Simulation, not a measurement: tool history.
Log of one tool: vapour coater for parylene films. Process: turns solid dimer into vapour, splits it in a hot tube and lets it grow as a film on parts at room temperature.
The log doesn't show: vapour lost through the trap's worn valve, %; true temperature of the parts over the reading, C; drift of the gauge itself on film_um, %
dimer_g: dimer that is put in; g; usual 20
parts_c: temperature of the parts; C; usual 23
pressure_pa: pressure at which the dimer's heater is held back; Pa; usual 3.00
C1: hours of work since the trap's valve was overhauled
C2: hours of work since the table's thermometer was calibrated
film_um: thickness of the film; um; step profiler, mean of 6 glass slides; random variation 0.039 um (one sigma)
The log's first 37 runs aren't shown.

{"run": 38, "hour": 750.1, "dimer_g": 8, "parts_c": 20, "pressure_pa": 3.0, "C1": 183, "C2": 197, "film_um": 1.71}
{"run": 39, "hour": 773.5, "dimer_g": 8, "parts_c": 20, "pressure_pa": 3.0, "C1": 195, "C2": 210, "film_um": 1.72}
{"run": 40, "hour": 796.4, "dimer_g": 22, "parts_c": 20, "pressure_pa": 3.0, "C1": 208, "C2": 223, "film_um": 4.6}
{"run": 41, "hour": 821.0, "dimer_g": 20, "parts_c": 18, "pressure_pa": 3.0, "C1": 222, "C2": 236, "film_um": 4.42}
{"run": 42, "hour": 843.5, "dimer_g": 20, "parts_c": 15, "pressure_pa": 3.0, "C1": 234, "C2": 249, "film_um": 4.67}
{"run": 43, "hour": 865.3, "dimer_g": 30, "parts_c": 24, "pressure_pa": 3.0, "C1": 246, "C2": 261, "film_um": 5.77}
{"run": 44, "hour": 888.7, "dimer_g": 30, "parts_c": 24, "pressure_pa": 3.0, "C1": 259, "C2": 274, "film_um": 5.75}
{"run": 45, "hour": 913.0, "dimer_g": 8, "parts_c": 17, "pressure_pa": 3.0, "C1": 273, "C2": 287, "film_um": 1.79}
{"run": 46, "hour": 929.0, "dimer_g": 26, "parts_c": 21, "pressure_pa": 2.74, "C1": 282, "C2": 296, "film_um": 5.35}

Forecast each of these 3 alternatives for the next run:
{"run": "A", "hour": 950.4, "dimer_g": 10, "parts_c": 23, "pressure_pa": 3.0, "C1": 294, "C2": 308, "film_um": "?"}
{"run": "B", "hour": 950.4, "dimer_g": 35, "parts_c": 21, "pressure_pa": 4.33, "C1": 294, "C2": 308, "film_um": "?"}
{"run": "C", "hour": 950.4, "dimer_g": 20, "parts_c": 23, "pressure_pa": 9.14, "C1": 294, "C2": 308, "film_um": "?"}

run=A film_um=1.94
run=B film_um=6.65
run=C film_um=3.24
Without the tool's hidden state the same runs would have given:
run=A film_um=2.12
run=B film_um=7.25
run=C film_um=3.53
